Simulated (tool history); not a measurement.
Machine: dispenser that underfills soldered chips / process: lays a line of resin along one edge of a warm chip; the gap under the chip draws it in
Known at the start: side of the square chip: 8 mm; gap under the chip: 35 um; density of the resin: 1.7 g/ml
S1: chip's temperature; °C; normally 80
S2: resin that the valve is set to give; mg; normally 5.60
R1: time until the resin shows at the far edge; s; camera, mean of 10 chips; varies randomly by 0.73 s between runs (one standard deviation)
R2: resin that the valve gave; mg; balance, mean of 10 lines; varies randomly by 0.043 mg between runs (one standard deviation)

run,hour,S1,S2,R1,R2
1,0.0,80,5.60,107.8,5.27
# hour 6.4: new syringe of resin
2,11.3,80,5.60,93.4,5.25
# hour 19.0: new syringe of resin
3,21.5,80,5.60,81.7,5.25
4,27.8,80,5.60,117.3,5.16
# hour 29.8: dispensing valve cleaned and set on the balance
# hour 32.6: new syringe of resin
5,36.1,80,5.60,85.6,5.59
# hour 45.5: new syringe of resin
6,46.4,65,5.60,161.8,5.54
# hour 57.8: new syringe of resin
7,57.8,65,5.60,155.2,5.43
8,67.7,87,5.60,89.6,5.50
# hour 70.9: new syringe of resin
9,79.4,80,5.60,114.8,5.40
# hour 83.6: new syringe of resin
10,92.6,80,5.60,123.5,5.37
# hour 96.1: new syringe of resin
11,100.9,80,5.60,95.7,5.35
# hour 108.3: new syringe of resin
12,114.2,80,5.60,102.8,5.29
# hour 120.5: new syringe of resin
13,126.5,86,5.73,78.3,5.35
# hour 132.9: new syringe of resin
14,138.3,86,6.19,74.9,5.66
# hour 144.4: dispensing valve cleaned and set on the balance
# hour 146.3: new syringe of resin
15,146.3,86,6.19,54.5,6.16
16,154.5,86,6.19,88.4,6.22
# hour 158.7: new syringe of resin
17,161.0,83,5.62,72.8,5.49
18,168.1,86,6.24,91.8,6.20
# hour 171.3: new syringe of resin
19,179.8,86,6.24,88.6,6.07
# hour 183.3: new syringe of resin
20,187.9,87,6.08,65.3,5.83
# hour 195.3: new syringe of resin
21,195.3,74,5.55,100.1,5.29

Forecast each of these 4 alternatives for the next run:
# hour 207.4: new syringe of resin
A,207.4,87,6.79,?,?
# hour 207.4: new syringe of resin
B,207.4,88,5.55,?,?
# hour 207.4: new syringe of resin
C,207.4,74,5.89,?,?
# hour 207.4: new syringe of resin
D,207.4,87,5.35,?,?

run,R1,R2
A,51.5,6.51
B,50.2,5.36
C,98.9,5.61
D,53.4,5.17
Take away the tool's hidden state, keep each run's random variation, and the runs would have read:
run,R1,R2
A,46.7,6.83
B,45.2,5.63
C,88.6,5.89
D,48.0,5.43
